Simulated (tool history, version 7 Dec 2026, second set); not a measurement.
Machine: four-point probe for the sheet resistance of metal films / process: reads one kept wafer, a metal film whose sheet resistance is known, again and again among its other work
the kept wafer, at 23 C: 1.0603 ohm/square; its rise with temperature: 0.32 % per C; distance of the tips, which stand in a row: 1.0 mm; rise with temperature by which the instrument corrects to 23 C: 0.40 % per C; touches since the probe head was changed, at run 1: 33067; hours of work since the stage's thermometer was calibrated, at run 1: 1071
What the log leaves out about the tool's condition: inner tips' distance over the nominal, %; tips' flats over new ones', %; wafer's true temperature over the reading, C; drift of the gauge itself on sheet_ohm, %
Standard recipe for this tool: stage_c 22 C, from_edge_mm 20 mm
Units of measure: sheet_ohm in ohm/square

run	hour	stage_c	from_edge_mm	touches since the probe head was changed	hours of work since the stage's thermometer was calibrated	sheet_ohm
1	0.0	22	20	33067	1071	1.064566
2	20.3	22	20	33726	1083	1.064660
3	48.4	22	20	34641	1100	1.064687
4	73.7	22	20	35461	1115	1.064556
5	92.3	22	20	36066	1126	1.064711
6	125.4	20	20	37142	1146	1.065615
7	159.3	20	20	38243	1166	1.065337
8	179.7	28	20	38907	1178	1.058681
9	198.7	28	20	39525	1190	1.058609
10	216.3	34	20	40098	1200	1.054736
11	247.8	34	20	41121	1219	1.054065
12	278.1	34	20	42107	1237	1.054064
# hour 306.7: stage's thermometer calibrated
13	311.8	22	20	43186	3	1.064543
14	330.7	22	18	43798	14	1.064549
15	362.3	22	18	44825	33	1.064621
16	381.2	22	12	45439	44	1.066706
17	397.1	22	6	45958	54	1.078518
18	411.4	33	8	46423	62	1.062747
19	437.8	35	8	47281	78	1.060914
20	456.4	26	7	47883	89	1.070831
21	472.7	22	20	48416	99	1.063634
22	502.8	22	20	49392	117	1.064219
23	537.9	22	20	50533	137	1.063964
24	571.7	22	20	51630	157	1.063715
25	604.9	24	10	52712	177	1.066027
26	636.0	20	44	53723	196	1.064054
27	666.0	32	6	54697	214	1.069529
28	691.7	30	8	55531	229	1.064082

How the hidden state differs across the entries between the runs, from the last listed run before each to the first after it:
Logged between run 12 and run 13: stage's thermometer calibrated (hour 306.7)
  inner tips' distance over the nominal, %: 0.142 -> 0.136; tips' flats over new ones', %: 22 -> 23; wafer's true temperature over the reading, C: -0.14 -> 0.06
  what was measured, less what the result would be without the hidden state, sheet_ohm: +0.001171 -> +0.001769 ohm/square
